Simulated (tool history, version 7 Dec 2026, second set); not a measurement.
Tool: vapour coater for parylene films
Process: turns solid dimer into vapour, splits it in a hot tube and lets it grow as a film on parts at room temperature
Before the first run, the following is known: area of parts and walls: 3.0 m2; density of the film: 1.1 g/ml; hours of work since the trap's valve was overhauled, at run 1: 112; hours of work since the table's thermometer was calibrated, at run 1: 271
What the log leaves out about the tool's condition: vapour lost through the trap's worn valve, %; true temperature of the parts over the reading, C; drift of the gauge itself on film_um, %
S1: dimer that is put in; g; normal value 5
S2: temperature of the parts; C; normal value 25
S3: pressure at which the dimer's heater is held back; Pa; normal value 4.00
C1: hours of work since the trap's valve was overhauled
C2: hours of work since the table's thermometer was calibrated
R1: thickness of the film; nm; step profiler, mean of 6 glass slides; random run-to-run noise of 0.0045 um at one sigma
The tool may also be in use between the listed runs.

| run | hour | S1 | S2 | S3 | C1 | C2 | R1 |
|---|---|---|---|---|---|---|---|
| 1 | 0.0 | 5 | 25 | 4.00 | 112 | 271 | 974 |
| 2 | 23.0 | 5 | 25 | 4.00 | 122 | 281 | 980 |
| 3 | 42.7 | 5 | 25 | 4.00 | 131 | 290 | 974 |
| 4 | 57.3 | 5 | 25 | 4.00 | 138 | 297 | 981 |
| 5 | 72.8 | 5 | 21 | 4.00 | 145 | 304 | 1057 |
| 6 | 92.7 | 5 | 24 | 4.00 | 154 | 313 | 997 |
| 7 | 103.8 | 5 | 24 | 4.00 | 159 | 318 | 997 |
| 8 | 128.0 | 4 | 30 | 5.82 | 170 | 329 | 672 |
| 9 | 147.0 | 4 | 30 | 5.82 | 179 | 338 | 664 |

Forecast run 10:
| 10 | 161.7 | 4 | 30 | 5.82 | 185 | 344 | ? |

{"run 10": {"R1": 674}}
Without the tool's hidden state the same run would have given R1 686 nm.

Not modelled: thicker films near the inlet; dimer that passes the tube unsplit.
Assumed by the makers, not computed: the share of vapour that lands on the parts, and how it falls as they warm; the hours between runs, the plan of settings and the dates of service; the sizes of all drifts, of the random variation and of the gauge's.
